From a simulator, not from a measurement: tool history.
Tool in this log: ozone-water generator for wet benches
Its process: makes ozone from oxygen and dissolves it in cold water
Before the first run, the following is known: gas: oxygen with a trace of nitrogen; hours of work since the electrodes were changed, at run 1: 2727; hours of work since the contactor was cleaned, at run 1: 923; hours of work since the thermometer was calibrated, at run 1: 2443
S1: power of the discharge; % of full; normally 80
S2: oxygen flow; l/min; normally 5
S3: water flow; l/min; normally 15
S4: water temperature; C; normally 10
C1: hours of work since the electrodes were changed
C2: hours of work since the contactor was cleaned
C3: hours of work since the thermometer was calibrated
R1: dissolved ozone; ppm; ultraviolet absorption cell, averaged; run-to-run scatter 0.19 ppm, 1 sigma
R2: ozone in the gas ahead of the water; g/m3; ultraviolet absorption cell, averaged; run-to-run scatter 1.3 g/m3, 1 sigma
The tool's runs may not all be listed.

{"run": 1, "hour": 0.0, "S1": 80, "S2": 5, "S3": 15, "S4": 10, "C1": 2727, "C2": 923, "C3": 2443, "R1": 25.2, "R2": 232.6}
{"run": 2, "hour": 82.4, "S1": 80, "S2": 2.57, "S3": 15, "S4": 10, "C1": 2787, "C2": 984, "C3": 2503, "R1": 25.8, "R2": 363.2}
{"run": 3, "hour": 162.7, "S1": 80, "S2": 5, "S3": 15, "S4": 10, "C1": 2846, "C2": 1042, "C3": 2562, "R1": 25.1, "R2": 232.1}
{"run": 4, "hour": 268.4, "S1": 80, "S2": 5, "S3": 15, "S4": 10, "C1": 2923, "C2": 1120, "C3": 2639, "R1": 24.9, "R2": 231.3}
{"run": 5, "hour": 351.3, "S1": 80, "S2": 5, "S3": 15, "S4": 10, "C1": 2984, "C2": 1180, "C3": 2700, "R1": 24.5, "R2": 231.1}
{"run": 6, "hour": 413.3, "S1": 80, "S2": 5, "S3": 15, "S4": 10, "C1": 3029, "C2": 1226, "C3": 2745, "R1": 25, "R2": 229.7}
{"run": 7, "hour": 473.3, "S1": 80, "S2": 5, "S3": 15, "S4": 10, "C1": 3073, "C2": 1270, "C3": 2789, "R1": 25.1, "R2": 227}
{"run": 8, "hour": 558.6, "S1": 80, "S2": 5, "S3": 15, "S4": 18, "C1": 3136, "C2": 1332, "C3": 2851, "R1": 21.9, "R2": 230.2}
{"run": 9, "hour": 635.2, "S1": 43, "S2": 5, "S3": 15, "S4": 10, "C1": 3192, "C2": 1388, "C3": 2907, "R1": 17.5, "R2": 167}
{"run": 10, "hour": 690.7, "S1": 43, "S2": 3.9, "S3": 15, "S4": 10, "C1": 3232, "C2": 1429, "C3": 2948, "R1": 17.8, "R2": 192.5}
{"run": 11, "hour": 747.5, "S1": 43, "S2": 3.9, "S3": 15, "S4": 10, "C1": 3274, "C2": 1470, "C3": 2990, "R1": 18.3, "R2": 193.6}
{"run": 12, "hour": 838.3, "S1": 80, "S2": 5, "S3": 15, "S4": 10, "C1": 3340, "C2": 1537, "C3": 3056, "R1": 24.8, "R2": 227.3}
{"run": 13, "hour": 905.6, "S1": 80, "S2": 5, "S3": 15, "S4": 10, "C1": 3389, "C2": 1586, "C3": 3105, "R1": 24.4, "R2": 228.6}
{"run": 14, "hour": 1004.2, "S1": 94, "S2": 5, "S3": 11, "S4": 14, "C1": 3461, "C2": 1658, "C3": 3177, "R1": 32.6, "R2": 246.9}
{"run": 15, "hour": 1105.9, "S1": 94, "S2": 5, "S3": 11, "S4": 14, "C1": 3536, "C2": 1732, "C3": 3252, "R1": 32.7, "R2": 248.1}
{"run": 16, "hour": 1195.6, "S1": 87, "S2": 5, "S3": 15, "S4": 6, "C1": 3601, "C2": 1798, "C3": 3317, "R1": 27, "R2": 236.4}
{"run": 17, "hour": 1240.0, "S1": 80, "S2": 4.53, "S3": 15, "S4": 8, "C1": 3634, "C2": 1830, "C3": 3350, "R1": 25.4, "R2": 242.4}
{"run": 18, "hour": 1342.9, "S1": 80, "S2": 4.53, "S3": 15, "S4": 10, "C1": 3709, "C2": 1906, "C3": 3425, "R1": 24.5, "R2": 239.2}

Run 19, settings as shown, results not yet in. Your forecast:
{"run": 19, "hour": 1439.3, "S1": 80, "S2": 6.8, "S3": 14, "S4": 10, "C1": 3780, "C2": 1976, "C3": 3496, "R1": "?", "R2": "?"}

Logged for run 19: R1 24.4 ppm, R2 184.7 g/m3.
Without the tool's hidden state the same run would have given R1 28.2 ppm, R2 206 g/m3.
